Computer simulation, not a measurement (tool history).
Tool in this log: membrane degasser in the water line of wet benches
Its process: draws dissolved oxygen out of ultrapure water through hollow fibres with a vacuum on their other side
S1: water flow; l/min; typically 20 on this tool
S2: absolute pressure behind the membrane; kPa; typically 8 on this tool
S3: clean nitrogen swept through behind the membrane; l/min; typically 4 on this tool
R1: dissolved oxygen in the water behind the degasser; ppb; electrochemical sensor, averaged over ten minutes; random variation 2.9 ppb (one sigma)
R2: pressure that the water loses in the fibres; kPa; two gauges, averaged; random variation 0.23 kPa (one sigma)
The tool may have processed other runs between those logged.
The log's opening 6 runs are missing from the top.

Run 7, hour 308: usual settings. Result: R1 286.9 ppb, R2 58.67 kPa.
Run 8, hour 370.9: usual settings. Result: R1 290.7 ppb, R2 58.77 kPa.
Run 9, hour 434: usual settings but S1 15 l/min. Result: R1 136.3 ppb, R2 43.78 kPa.
Run 10, hour 471.8: usual settings but S2 17.76 kPa. Result: R1 403.2 ppb, R2 58.11 kPa.
Run 11, hour 508.2: usual settings but S2 17.76 kPa. Result: R1 392.8 ppb, R2 58.65 kPa.
Run 12, hour 562.6: usual settings but S2 14.14 kPa. Result: R1 357.7 ppb, R2 58.35 kPa.
Run 13, hour 601.9: usual settings. Result: R1 287.8 ppb, R2 58.56 kPa.
Run 14, hour 651: usual settings. Result: R1 285.9 ppb, R2 58.67 kPa.
Run 15, hour 682.4: usual settings. Result: R1 291.4 ppb, R2 58.5 kPa.
Run 16, hour 749.9: usual settings but S3 4.24 l/min. Result: R1 289.1 ppb, R2 58.29 kPa.
Run 17, hour 790.8: usual settings but S3 4.24 l/min. Result: R1 281.5 ppb, R2 58.22 kPa.
Run 18, hour 826: usual settings but S1 16 l/min, S2 13.67 kPa. Result: R1 215.6 ppb, R2 46.85 kPa.
Run 19, hour 887.6: usual settings but S1 29 l/min, S2 14.35 kPa, S3 4.95 l/min. Result: R1 705 ppb, R2 85.02 kPa.
Run 20, hour 958.3: usual settings but S1 29 l/min, S2 14.35 kPa, S3 4.95 l/min. Result: R1 721.9 ppb, R2 84.51 kPa.
Run 21, hour 989.6: usual settings but S1 27 l/min, S2 8.35 kPa, S3 1.93 l/min. Result: R1 636.3 ppb, R2 79.21 kPa.
Run 22, hour 1041.4: usual settings but S2 12.14 kPa, S3 4.4 l/min. Result: R1 323.7 ppb, R2 58.79 kPa.
Run 23, hour 1106.5: usual settings but S2 12.14 kPa, S3 4.4 l/min. Result: R1 324 ppb, R2 58.57 kPa.
Run 24, hour 1151.4: usual settings but S2 12.14 kPa, S3 4.4 l/min. Result: R1 327.8 ppb, R2 58.68 kPa.
Run 25, hour 1182: usual settings but S2 6.35 kPa, S3 7.02 l/min. Result: R1 256.5 ppb, R2 58.66 kPa.
Run 26, hour 1226.2: usual settings but S2 6.35 kPa, S3 7.02 l/min. Result: R1 248.6 ppb, R2 58.52 kPa.
At hour 1268.7: seals of the vacuum lines changed.
Run 27, hour 1300.4: usual settings but S2 6.35 kPa, S3 7.02 l/min. Result: R1 261.3 ppb, R2 58.11 kPa.
Run 28, hour 1369.7: usual settings but S1 21 l/min, S2 12.58 kPa, S3 9.43 l/min. Result: R1 313.1 ppb, R2 61.37 kPa.
Run 29, hour 1412.5: usual settings but S1 21 l/min, S2 12.58 kPa, S3 9.43 l/min. Result: R1 314.3 ppb, R2 61.25 kPa.
Run 30, hour 1443.4: usual settings but S1 21 l/min, S2 12.58 kPa, S3 9.43 l/min. Result: R1 314.5 ppb, R2 61.53 kPa.
Run 31, hour 1500.4: usual settings but S1 25 l/min, S3 11.89 l/min. Result: R1 439.1 ppb, R2 72.74 kPa.

Forecast run 32:
Run 32, hour 1547.6: usual settings but S1 25 l/min, S3 11.89 l/min. Result: R1 ?, R2 ?.

Logged for run 32: R1 440.1 ppb, R2 73.64 kPa.
With no hidden state in the tool, this same run would have given R1 439.5 ppb, R2 73.61 kPa.

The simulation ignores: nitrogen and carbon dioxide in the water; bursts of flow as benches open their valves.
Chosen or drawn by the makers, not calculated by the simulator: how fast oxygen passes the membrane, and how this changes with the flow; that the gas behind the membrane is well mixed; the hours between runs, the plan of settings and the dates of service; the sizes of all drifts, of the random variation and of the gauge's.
